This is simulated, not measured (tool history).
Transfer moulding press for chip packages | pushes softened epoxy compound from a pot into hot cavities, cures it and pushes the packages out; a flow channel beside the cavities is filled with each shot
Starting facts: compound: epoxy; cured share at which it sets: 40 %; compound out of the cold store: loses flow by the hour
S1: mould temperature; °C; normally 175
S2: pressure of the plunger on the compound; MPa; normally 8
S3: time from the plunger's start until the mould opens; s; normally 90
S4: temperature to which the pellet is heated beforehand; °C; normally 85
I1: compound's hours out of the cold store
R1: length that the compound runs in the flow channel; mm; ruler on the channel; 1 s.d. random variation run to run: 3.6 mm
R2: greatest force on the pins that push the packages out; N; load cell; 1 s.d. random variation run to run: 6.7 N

Run 1, day 0: usual settings; I1 36.8. Result: R1 794 mm, R2 435 N.
At day 0.342: cavities cleaned with cleaning compound and waxed.
Run 2, day 0.404: usual settings; I1 40.4. Result: R1 771 mm, R2 273 N.
Run 3, day 0.733: usual settings but S3 85 s; I1 30.3. Result: R1 809 mm, R2 339 N.
Run 4, day 1.046: usual settings but S3 85 s; I1 17.6. Result: R1 848 mm, R2 373 N.
Run 5, day 1.392: usual settings; I1 39.6. Result: R1 772 mm, R2 345 N.
Run 6, day 1.662: usual settings but S2 8.98 MPa; I1 30.3. Result: R1 847 mm, R2 392 N.
Run 7, day 1.867: usual settings but S2 8.98 MPa; I1 26.1. Result: R1 866 mm, R2 379 N.
Run 8, day 2.175: usual settings; I1 16.2. Result: R1 850 mm, R2 411 N.
Run 9, day 2.521: usual settings; I1 16.1. Result: R1 854 mm, R2 435 N.
Run 10, day 2.962: usual settings; I1 15.6. Result: R1 843 mm, R2 452 N.
Run 11, day 3.354: usual settings; I1 29.9. Result: R1 798 mm, R2 447 N.
At day 3.458: mould's thermocouples calibrated.
At day 3.904: cavities cleaned with cleaning compound and waxed.
Run 12, day 3.954: usual settings but S2 7.55 MPa; I1 35.8. Result: R1 758 mm, R2 270 N.
Run 13, day 4.383: usual settings but S1 168 °C, S2 7.55 MPa; I1 36.2. Result: R1 765 mm, R2 448 N.
Run 14, day 4.729: usual settings but S2 9.99 MPa; I1 30.1. Result: R1 888 mm, R2 332 N.
At day 5.038: mould's thermocouples calibrated, once more.
Run 15, day 5.088: usual settings but S2 9.32 MPa; I1 18.3. Result: R1 902 mm, R2 378 N.
Run 16, day 5.317: usual settings but S1 171 °C, S2 9.96 MPa, S3 75 s, S4 93 °C; I1 41.1. Result: R1 850 mm, R2 654 N.
At day 5.733: plunger's sealing rings changed.
Run 17, day 5.825: usual settings but S1 173 °C, S2 7.73 MPa; I1 27.6. Result: R1 836 mm, R2 438 N.
Run 18, day 6.217: usual settings but S1 173 °C, S2 7.73 MPa, S3 74 s, S4 86 °C; I1 25.8. Result: R1 836 mm, R2 701 N.
Run 19, day 6.562: usual settings but S1 180 °C, S2 7.64 MPa, S3 78 s, S4 86 °C; I1 15.7. Result: R1 850 mm, R2 454 N.
Run 20, day 6.758: usual settings but S3 94 s; I1 32.8. Result: R1 815 mm, R2 419 N.
Run 21, day 6.967: usual settings but S3 94 s; I1 28.6. Result: R1 836 mm, R2 438 N.
Run 22, day 7.404: usual settings but S1 178 °C, S2 6.43 MPa, S3 94 s; I1 32.2. Result: R1 735 mm, R2 421 N.
At day 7.596: cavities cleaned with cleaning compound and waxed.
Run 23, day 7.779: usual settings but S1 178 °C, S2 6.43 MPa, S3 94 s; I1 24.5. Result: R1 751 mm, R2 258 N.
Run 24, day 8.104: usual settings but S1 171 °C; I1 18.2. Result: R1 868 mm, R2 410 N.
Run 25, day 8.325: usual settings but S1 171 °C; I1 26.2. Result: R1 848 mm, R2 411 N.
Run 26, day 8.579: usual settings but S1 171 °C; I1 10.7. Result: R1 900 mm, R2 473 N.
Run 27, day 8.983: usual settings but S1 171 °C, S3 71 s, S4 89 °C; I1 24.3. Result: R1 855 mm, R2 843 N.
Run 28, day 9.208: usual settings but S1 171 °C, S3 71 s, S4 89 °C; I1 11.8. Result: R1 897 mm, R2 923 N.

What if the next run were any one of these 5? Each begins from the tool's condition after run 28:
Run A, day 9.462: usual settings but S1 171 °C, S3 109 s, S4 82 °C; I1 34. Result: R1 ?, R2 ?.
Run B, day 9.462: usual settings but S1 168 °C, S2 6.87 MPa, S4 92 °C; I1 34.7. Result: R1 ?, R2 ?.
Run C, day 9.462: usual settings but S2 7.2 MPa, S3 103 s, S4 93 °C; I1 26.8. Result: R1 ?, R2 ?.
Run D, day 9.462: usual settings but S1 171 °C, S2 9.97 MPa, S3 80 s, S4 89 °C; I1 24.2. Result: R1 ?, R2 ?.
Run E, day 9.462: usual settings but S1 180 °C, S2 8.34 MPa, S3 104 s, S4 89 °C; I1 24.7. Result: R1 ?, R2 ?.

run   R1   R2
  A  807  381
  B  761  586
  C  790  379
  D  948  625
  E  842  348
Without the tool's hidden state the same runs would have given:
run   R1   R2
  A  821  249
  B  774  383
  C  803  250
  D  964  408
  E  857  227
